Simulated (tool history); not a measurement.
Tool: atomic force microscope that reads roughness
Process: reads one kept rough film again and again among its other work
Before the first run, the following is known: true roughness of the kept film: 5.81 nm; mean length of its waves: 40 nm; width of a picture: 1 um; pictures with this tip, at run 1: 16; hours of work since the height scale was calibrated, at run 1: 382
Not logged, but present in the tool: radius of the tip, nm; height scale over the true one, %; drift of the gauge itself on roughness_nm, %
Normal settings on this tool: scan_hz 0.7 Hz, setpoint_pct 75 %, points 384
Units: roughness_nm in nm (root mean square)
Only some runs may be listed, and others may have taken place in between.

run     day  scan_hz  setpoint_pct  points  pictures with this tip  hours of work since the height scale was calibrated  roughness_nm
  1       0      0.7            75     384                      16                                                  382         5.128
  2   0.512      0.7            75     384                      36                                                  391          4.94
  3   1.083    2.841            75     384                      59                                                  401         4.414
  4   1.679    1.124            75     384                      83                                                  411         4.533
      2.125  -- new tip fitted
  5   2.125      0.7            69     384                       0                                                  418         5.286
  6    2.75      0.7            69     384                      25                                                  428         5.026
  7   3.138      0.7            69     384                      40                                                  435         4.945
  8   3.788      0.7            69     384                      66                                                  446         4.764
  9   4.496      0.7            69     384                      94                                                  458         4.625
      4.671  -- new tip fitted
 10   4.817      0.7            77     384                       5                                                  463         5.145
 11   5.154      0.7            77     384                      19                                                  468         5.061
 12   5.492    3.012            75     384                      32                                                  474         4.563
 13   5.996      0.7            75     304                      53                                                  482         4.854
 14   6.412      0.7            75     384                      69                                                  489         4.743
 15   7.121      0.7            75     384                      97                                                  501         4.608
      7.208  -- new tip fitted
 16    7.45      0.7            75     384                      10                                                  507         5.113
 17   7.958     0.67            75     384                      30                                                  515          4.98
 18   8.517     0.67            75     384                      52                                                  525         4.829
 19   8.929     0.67            75     384                      69                                                  531         4.739
 20   9.642     0.67            75     384                      97                                                  543         4.558
      9.758  -- new tip fitted
 21  10.367    3.679            75     384                      25                                                  555          4.51
 22      11    3.679            75     384                      50                                                  566         4.306
 23  11.404    3.679            75     384                      66                                                  573         4.228
 24  11.933      0.7            75     384                      87                                                  582           4.6
     12.267  -- new tip fitted
 25  12.308    1.588            57     384                       1                                                  588         5.235
 26    12.7      0.7            59     349                      17                                                  594         5.131
 27  13.021    2.746            59     275                      30                                                  600          4.89
 28  13.333    2.746            59     269                      42                                                  605         4.808
 29  13.842    2.746            59     269                      63                                                  613         4.662
 30  14.429    2.838            83     272                      86                                                  623         3.982
     14.788  -- new tip fitted
 31  15.154    2.838            83     272                      14                                                  635         4.454
 32  15.858    3.003            89     302                      42                                                  647         4.002
 33  16.433    1.462            75     545                      65                                                  657          4.59
 34  16.958    0.503            84     355                      86                                                  665         4.602
     17.312  -- new tip fitted
 35  17.346    0.503            84     396                       1                                                  672         5.235
 36  17.917    0.913            55     619                      24                                                  681          5.17
 37    18.5     0.74            80     928                      47                                                  691         4.887
 38  19.138     0.74            80     928                      73                                                  702         4.734
 39  19.608     0.58            86     359                      91                                                  710         4.537
     19.871  -- new tip fitted
 40  19.925    2.272            75     517                       2                                                  715         4.879
 41  20.292     2.57            75     384                      17                                                  721         4.709
 42  20.771     2.57            75     384                      36                                                  729         4.571
 43  21.204      0.7            84     464                      53                                                  736         4.731
 44  21.742    2.503            85     527                      75                                                  745         4.096
 45  22.067      0.7            89     503                      88                                                  751          4.43
     22.438  -- new tip fitted
 46  22.712    1.216            72     383                      11                                                  761         5.058
 47  23.333    2.675            55     317                      36                                                  772         4.952

Run by run, hidden condition taken away, random variation retained:
run  roughness_nm
  1         5.275
  2         5.239
  3         4.829
  4         5.127
  5           5.3
  6         5.244
  7         5.277
  8         5.272
  9         5.302
 10           5.2
 11          5.21
 12         4.781
 13         5.238
 14         5.227
 15         5.273
 16         5.197
 17         5.235
 18         5.228
 19         5.268
 20         5.258
 21         4.702
 22         4.655
 23         4.666
 24         5.242
 25         5.296
 26         5.314
 27         5.165
 28         5.165
 29         5.155
 30         4.543
 31         4.579
 32         4.292
 33         5.081
 34         5.238
 35         5.264
 36         5.357
 37         5.223
 38         5.232
 39         5.141
 40         4.945
 41         4.891
 42         4.888
 43         5.187
 44         4.626
 45         5.098
 46         5.161
 47         5.234

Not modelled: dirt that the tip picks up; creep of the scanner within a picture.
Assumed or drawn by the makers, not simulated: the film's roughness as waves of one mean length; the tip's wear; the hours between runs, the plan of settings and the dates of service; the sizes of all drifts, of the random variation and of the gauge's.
